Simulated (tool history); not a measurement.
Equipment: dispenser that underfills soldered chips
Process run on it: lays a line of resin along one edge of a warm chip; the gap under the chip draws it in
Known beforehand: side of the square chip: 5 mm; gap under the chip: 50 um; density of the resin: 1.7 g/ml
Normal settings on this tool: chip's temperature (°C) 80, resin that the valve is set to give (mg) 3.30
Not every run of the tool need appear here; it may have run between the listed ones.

run	hour	chip's temperature (°C)	resin that the valve is set to give (mg)	time until the resin shows at the far edge (s)	resin that the valve gave (mg)
1	0.0	80	3.30	15.0	3.21
2	3.3	80	3.24	16.1	3.15
# hour 4.9: new syringe of resin
3	9.4	80	2.93	15.0	2.85
4	13.2	80	2.93	17.4	2.85
# hour 14.9: new syringe of resin
5	21.6	80	3.92	15.5	3.81
# hour 24.3: new syringe of resin
6	28.7	80	3.92	14.3	3.76
7	33.3	80	3.92	17.0	3.76
# hour 34.1: new syringe of resin
8	39.8	74	3.30	19.0	3.14
# hour 43.6: new syringe of resin
9	44.7	80	2.87	13.1	2.73
10	51.4	70	4.09	22.0	3.92
# hour 53.7: new syringe of resin
11	56.7	81	4.09	13.4	3.86
12	62.0	81	4.09	16.2	3.90
# hour 63.2: new syringe of resin
13	70.4	80	3.98	15.2	3.77
# hour 72.9: new syringe of resin
14	76.3	91	3.30	10.9	3.14

Forecast each of these 5 alternatives for the next run:
A	81.6	92	3.47	?	?
B	81.6	91	3.98	?	?
C	81.6	75	3.45	?	?
D	81.6	69	4.01	?	?
E	81.6	80	3.95	?	?

run	time until the resin shows at the far edge (s)	resin that the valve gave (mg)
A	12.3	3.26
B	11.9	3.77
C	19.5	3.26
D	23.9	3.76
E	17.1	3.72
The same runs, with their run-to-run variation unchanged, on a tool lacking any hidden condition would have given:
run	time until the resin shows at the far edge (s)	resin that the valve gave (mg)
A	8.8	3.46
B	8.5	4.00
C	13.8	3.45
D	17.2	3.98
E	12.3	3.94
